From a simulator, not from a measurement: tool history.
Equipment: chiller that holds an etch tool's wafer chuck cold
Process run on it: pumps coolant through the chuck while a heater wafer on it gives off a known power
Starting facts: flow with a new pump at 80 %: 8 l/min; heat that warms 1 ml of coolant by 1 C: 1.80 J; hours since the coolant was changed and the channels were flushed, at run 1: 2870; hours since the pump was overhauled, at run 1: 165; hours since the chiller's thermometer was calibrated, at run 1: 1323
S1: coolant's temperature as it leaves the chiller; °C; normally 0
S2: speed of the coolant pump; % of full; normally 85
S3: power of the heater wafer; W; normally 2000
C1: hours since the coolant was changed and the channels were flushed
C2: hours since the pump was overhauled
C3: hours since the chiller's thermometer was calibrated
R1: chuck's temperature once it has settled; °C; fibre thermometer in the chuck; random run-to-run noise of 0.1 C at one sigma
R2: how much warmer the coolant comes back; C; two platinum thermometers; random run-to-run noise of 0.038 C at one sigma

run,hour,S1,S2,S3,C1,C2,C3,R1,R2
1,0.0,0,85,2000,2870,165,1323,16.0,7.87
2,32.6,0,85,2000,2903,197,1356,16.1,7.81
3,65.0,0,85,2000,2935,230,1388,16.1,7.83
4,85.7,0,85,2000,2956,250,1409,16.2,7.86
5,112.5,0,85,2000,2983,277,1435,16.1,7.86
6,155.5,-9,72,1047,3026,320,1478,0.7,4.84
7,177.4,-9,72,1047,3047,342,1500,0.7,4.81

What does the tool deliver on the next run?
8,207.3,-8,72,1047,3077,372,1530,?,?

R1: 1.6 °C
R2: 4.85 C
Had the tool carried no hidden state, the very same run would have given R1 1.1 °C, R2 4.81 C.

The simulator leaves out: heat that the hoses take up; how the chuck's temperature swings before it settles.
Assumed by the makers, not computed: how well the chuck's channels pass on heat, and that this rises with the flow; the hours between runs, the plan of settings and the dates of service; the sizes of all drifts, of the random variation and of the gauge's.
